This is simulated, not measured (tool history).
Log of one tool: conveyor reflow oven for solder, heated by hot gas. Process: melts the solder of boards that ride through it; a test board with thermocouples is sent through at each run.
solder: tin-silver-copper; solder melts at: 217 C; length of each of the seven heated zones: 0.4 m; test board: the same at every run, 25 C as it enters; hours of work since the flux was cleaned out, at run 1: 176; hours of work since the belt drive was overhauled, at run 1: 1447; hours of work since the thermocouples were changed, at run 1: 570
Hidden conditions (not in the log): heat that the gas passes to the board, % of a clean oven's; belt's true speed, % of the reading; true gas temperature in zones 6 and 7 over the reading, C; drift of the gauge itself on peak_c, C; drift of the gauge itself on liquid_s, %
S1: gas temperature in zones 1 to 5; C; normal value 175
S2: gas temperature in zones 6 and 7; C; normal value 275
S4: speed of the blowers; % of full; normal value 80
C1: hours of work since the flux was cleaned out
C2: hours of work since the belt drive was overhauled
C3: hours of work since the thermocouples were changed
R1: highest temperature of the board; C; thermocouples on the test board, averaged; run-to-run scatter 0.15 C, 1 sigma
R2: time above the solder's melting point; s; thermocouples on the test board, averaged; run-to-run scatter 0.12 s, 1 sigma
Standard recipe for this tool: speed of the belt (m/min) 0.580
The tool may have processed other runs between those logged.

Run 1, hour 0.0: usual settings; C1 176; C2 1447; C3 570. Result: R1 265.0 C, R2 73.2 s.
Run 2, hour 49.6: usual settings; C1 206; C2 1477; C3 600. Result: R1 264.6 C, R2 72.9 s.
Run 3, hour 85.2: usual settings; C1 228; C2 1499; C3 622. Result: R1 264.6 C, R2 72.9 s.
Run 4, hour 124.5: usual settings; C1 252; C2 1523; C3 646. Result: R1 264.8 C, R2 72.9 s.
Run 5, hour 191.5: usual settings but speed of the belt (m/min) 0.674; C1 293; C2 1563; C3 687. Result: R1 259.7 C, R2 59.4 s.
Run 6, hour 231.7: usual settings but S1 165 C; C1 317; C2 1588; C3 711. Result: R1 263.0 C, R2 68.5 s.
Run 7, hour 260.2: usual settings but S1 165 C, speed of the belt (m/min) 0.693; C1 334; C2 1605; C3 729. Result: R1 256.8 C, R2 52.8 s.
At hour 287.8: flux residue cleaned out of gas plates and filters.
Run 8, hour 325.7: usual settings but S2 286 C; C1 23; C2 1642; C3 766. Result: R1 277.2 C, R2 79.0 s.
At hour 337.3: belt drive overhauled, speed set with a stopwatch.
Run 9, hour 394.2: usual settings but S4 85 % of full; C1 63; C2 35; C3 805. Result: R1 266.7 C, R2 72.8 s.
Run 10, hour 427.1: usual settings; C1 83; C2 55; C3 825. Result: R1 265.9 C, R2 72.0 s.
Run 11, hour 480.0: usual settings but S4 57 % of full; C1 115; C2 87; C3 857. Result: R1 261.0 C, R2 68.8 s.
Run 12, hour 535.8: usual settings but S2 284 C, S4 89 % of full; C1 149; C2 121; C3 892. Result: R1 275.3 C, R2 76.2 s.
Run 13, hour 581.1: usual settings but S2 284 C, S4 72 % of full; C1 177; C2 149; C3 919. Result: R1 272.3 C, R2 74.9 s.
Run 14, hour 640.4: usual settings but S1 181 C, S2 284 C, speed of the belt (m/min) 0.691, S4 72 % of full; C1 213; C2 185; C3 955. Result: R1 267.0 C, R2 62.1 s.
Run 15, hour 707.2: usual settings but S4 69 % of full; C1 254; C2 226; C3 996. Result: R1 262.8 C, R2 70.3 s.
Run 16, hour 772.5: usual settings but S1 178 C, S2 283 C, speed of the belt (m/min) 0.463, S4 53 % of full; C1 293; C2 266; C3 1036. Result: R1 274.2 C, R2 97.0 s.
Run 17, hour 820.0: usual settings but S1 185 C, S2 285 C, speed of the belt (m/min) 0.667, S4 64 % of full; C1 322; C2 295; C3 1065. Result: R1 267.4 C, R2 65.8 s.
At hour 865.3: flux residue cleaned out of gas plates and filters.
Run 18, hour 870.3: usual settings but S1 189 C, S2 285 C, speed of the belt (m/min) 0.471, S4 64 % of full; C1 3; C2 322; C3 1093. Result: R1 280.5 C, R2 102.0 s.
Run 19, hour 918.1: usual settings but S1 170 C, S2 267 C, speed of the belt (m/min) 0.570, S4 83 % of full; C1 32; C2 352; C3 1122. Result: R1 260.1 C, R2 69.2 s.
Run 20, hour 987.6: usual settings but S1 170 C, S2 289 C, speed of the belt (m/min) 0.570, S4 83 % of full; C1 75; C2 394; C3 1164. Result: R1 280.5 C, R2 78.5 s.
Run 21, hour 1046.6: usual settings but S1 170 C, S2 284 C, speed of the belt (m/min) 0.570, S4 64 % of full; C1 111; C2 430; C3 1200. Result: R1 271.6 C, R2 74.7 s.
Run 22, hour 1076.5: usual settings but speed of the belt (m/min) 0.507, S4 54 % of full; C1 129; C2 448; C3 1219. Result: R1 265.5 C, R2 82.6 s.

How would selected steps in R1 from run to run divide? Give the signed amount a tool lacking its hidden state would still show from settings, what came in and random variation, and the signed amount left for the hidden state, including any gauge scatter that is not in both of the compared results.
Run 7 -> 8: S1 165 -> 175, S2 275 -> 286, speed of the belt (m/min) 0.693 -> 0.580, flux residue cleaned out of gas plates and filters. R1 +20.4 C: hidden state +3.3, all else +17.1.
Run 17 -> 18: S1 185 -> 189, speed of the belt (m/min) 0.667 -> 0.471, flux residue cleaned out of gas plates and filters. R1 +13.1 C: hidden state +3.1, all else +10.0.
Run 18 -> 19: S1 189 -> 170, S2 285 -> 267, speed of the belt (m/min) 0.471 -> 0.570, S4 64 -> 83. R1 -20.4 C: hidden state -0.2, all else -20.2.

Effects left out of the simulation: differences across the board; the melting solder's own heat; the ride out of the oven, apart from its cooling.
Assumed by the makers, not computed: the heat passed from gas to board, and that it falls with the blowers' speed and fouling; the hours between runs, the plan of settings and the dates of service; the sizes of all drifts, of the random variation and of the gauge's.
